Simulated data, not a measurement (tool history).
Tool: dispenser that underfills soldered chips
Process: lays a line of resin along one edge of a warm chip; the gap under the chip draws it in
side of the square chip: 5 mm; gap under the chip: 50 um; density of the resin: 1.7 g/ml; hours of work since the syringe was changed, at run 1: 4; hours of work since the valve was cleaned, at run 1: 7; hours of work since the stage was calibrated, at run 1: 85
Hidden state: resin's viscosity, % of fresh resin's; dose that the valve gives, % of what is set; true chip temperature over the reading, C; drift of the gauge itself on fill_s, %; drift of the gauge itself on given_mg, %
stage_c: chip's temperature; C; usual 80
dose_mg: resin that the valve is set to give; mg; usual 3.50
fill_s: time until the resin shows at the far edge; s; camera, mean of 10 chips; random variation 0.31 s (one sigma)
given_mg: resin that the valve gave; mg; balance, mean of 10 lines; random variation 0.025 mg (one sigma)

| run | hour | stage_c | dose_mg | hours of work since the syringe was changed | hours of work since the valve was cleaned | hours of work since the stage was calibrated | fill_s | given_mg |
|---|---|---|---|---|---|---|---|---|
| 1 | 0.0 | 80 | 3.50 | 4 | 7 | 85 | 12.5 | 3.45 |
|  | 5.2 | new syringe of resin |
| 2 | 7.5 | 90 | 3.50 | 2 | 13 | 91 | 7.1 | 3.45 |
|  | 15.4 | new syringe of resin |
| 3 | 17.2 | 73 | 3.50 | 1 | 20 | 98 | 13.7 | 3.46 |
| 4 | 23.5 | 80 | 3.70 | 6 | 24 | 102 | 14.9 | 3.65 |
|  | 25.6 | new syringe of resin |
| 5 | 31.4 | 80 | 3.70 | 4 | 30 | 108 | 12.6 | 3.59 |
|  | 35.7 | new syringe of resin |
| 6 | 40.3 | 87 | 3.50 | 3 | 36 | 114 | 8.9 | 3.41 |
|  | 46.0 | new syringe of resin |
| 7 | 48.7 | 87 | 3.50 | 2 | 42 | 120 | 7.6 | 3.42 |
|  | 56.8 | new syringe of resin |
| 8 | 56.8 | 87 | 3.50 | 0 | 48 | 126 | 6.6 | 3.41 |
|  | 66.9 | new syringe of resin |
| 9 | 69.2 | 87 | 3.50 | 2 | 57 | 135 | 7.5 | 3.34 |
|  | 73.7 | dispensing valve cleaned and set on the balance |
|  | 77.8 | new syringe of resin |
| 10 | 82.4 | 87 | 3.50 | 3 | 6 | 143 | 8.9 | 3.50 |
|  | 88.2 | new syringe of resin |
| 11 | 96.9 | 81 | 3.12 | 6 | 17 | 154 | 14.5 | 3.06 |
|  | 98.3 | new syringe of resin |
| 12 | 106.9 | 86 | 3.21 | 6 | 24 | 161 | 11.0 | 3.12 |
|  | 109.0 | new syringe of resin |
| 13 | 115.3 | 80 | 3.70 | 5 | 30 | 167 | 12.6 | 3.58 |
|  | 119.0 | new syringe of resin |
| 14 | 121.7 | 79 | 3.70 | 2 | 34 | 171 | 11.4 | 3.59 |
|  | 129.2 | new syringe of resin |
| 15 | 136.2 | 88 | 3.89 | 5 | 45 | 182 | 8.6 | 3.69 |
|  | 139.1 | new syringe of resin |
|  | 149.5 | new syringe of resin |
| 16 | 149.5 | 88 | 3.89 | 0 | 54 | 191 | 6.2 | 3.70 |
|  | 157.3 | dispensing valve cleaned and set on the balance |
| 17 | 158.6 | 71 | 3.28 | 6 | 1 | 197 | 21.9 | 3.28 |
|  | 161.2 | new syringe of resin |
|  | 171.0 | new syringe of resin |
| 18 | 172.0 | 71 | 3.28 | 1 | 10 | 206 | 15.1 | 3.25 |
|  | 180.8 | new syringe of resin |
| 19 | 182.5 | 71 | 3.28 | 1 | 18 | 214 | 14.8 | 3.21 |
|  | 191.1 | new syringe of resin |
| 20 | 196.8 | 87 | 3.28 | 4 | 28 | 224 | 9.3 | 3.18 |

Forecast each of these 3 alternatives for the next run:
|  | 201.4 | new syringe of resin |
| A | 204.7 | 87 | 3.20 | 2 | 34 | 230 | ? | ? |
|  | 201.4 | new syringe of resin |
| B | 204.7 | 94 | 3.25 | 2 | 34 | 230 | ? | ? |
|  | 201.4 | new syringe of resin |
| C | 204.7 | 77 | 4.23 | 2 | 34 | 230 | ? | ? |

| run | fill_s | given_mg |
|---|---|---|
| A | 8.4 | 3.13 |
| B | 6.2 | 3.16 |
| C | 12.6 | 4.12 |
Without the tool's hidden state the same runs would have given:
| run | fill_s | given_mg |
|---|---|---|
| A | 7.1 | 3.21 |
| B | 5.3 | 3.25 |
| C | 10.7 | 4.23 |
